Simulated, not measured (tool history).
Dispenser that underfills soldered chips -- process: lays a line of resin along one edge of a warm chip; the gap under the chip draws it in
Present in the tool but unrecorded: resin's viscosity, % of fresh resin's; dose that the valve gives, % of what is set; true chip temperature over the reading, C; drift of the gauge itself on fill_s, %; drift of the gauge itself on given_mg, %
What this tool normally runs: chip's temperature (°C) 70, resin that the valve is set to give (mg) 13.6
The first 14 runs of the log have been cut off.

run	hour	chip's temperature (°C)	resin that the valve is set to give (mg)	hours of work since the syringe was changed	hours of work since the valve was cleaned	hours of work since the stage was calibrated	time until the resin shows at the far edge (s)	resin that the valve gave (mg)
# hour 59.6: new syringe of resin
15	63.2	70	13.6	2	54	80	130.3	13.3
16	66.6	70	17.1	5	57	83	139.6	16.76
17	72.9	70	17.1	9	61	87	162	16.66
# hour 73.6: new syringe of resin
18	78.9	70	13.8	3	65	90	133	13.44
19	81.8	70	14.6	5	67	92	141.9	14.09
20	85.8	62	17.6	8	69	95	228.9	17.12
# hour 87.6: new syringe of resin
21	92.3	62	17.6	3	73	99	196.5	17.11
22	98.4	70	17	7	77	103	151.8	16.6
# hour 101.7: new syringe of resin
23	105.1	68	17	2	82	107	144	16.44
24	110.9	55	17	6	86	111	322	16.43
# hour 115.6: new syringe of resin
25	116.6	82	11.9	1	89	115	74.3	11.44
26	121.5	70	14.5	4	92	118	137.9	13.95
27	127.4	72	17.6	8	96	122	145.5	16.96
# hour 129.4: new syringe of resin
28	134.1	59	16.3	3	101	126	229.8	15.79
29	137.6	58	17	5	103	129	262.3	16.34
30	142.1	58	17	8	106	132	288.3	16.4
# hour 143.4: new syringe of resin
31	145.9	76	16.6	2	108	134	94.8	15.93
32	148.8	62	13.8	4	110	136	205.7	13.33
33	154.1	62	13.8	7	114	139	234.1	13.16
# hour 157.6: new syringe of resin
34	159.1	62	14.7	1	117	143	185.8	14.07
35	163.2	72	14.9	4	119	145	125.6	14.14
36	168.6	79	16.5	7	123	149	100	15.73
# hour 172.1: dispensing valve cleaned and set on the balance
# hour 172.7: new syringe of resin
37	172.7	84	16.5	0	0	151	61.3	16.33

Alternative continuations, all from the tool just after run 37; predict every row:
A	176	60	11.8	2	2	153	?	?
B	176	56	15.7	2	2	153	?	?
C	176	55	16.5	2	2	153	?	?

run	time until the resin shows at the far edge (s)	resin that the valve gave (mg)
A	220.4	11.66
B	262.7	15.61
C	273.9	16.44
With no hidden state in the tool, these same runs would have given:
run	time until the resin shows at the far edge (s)	resin that the valve gave (mg)
A	196.8	11.7
B	234.4	15.66
C	244.2	16.49
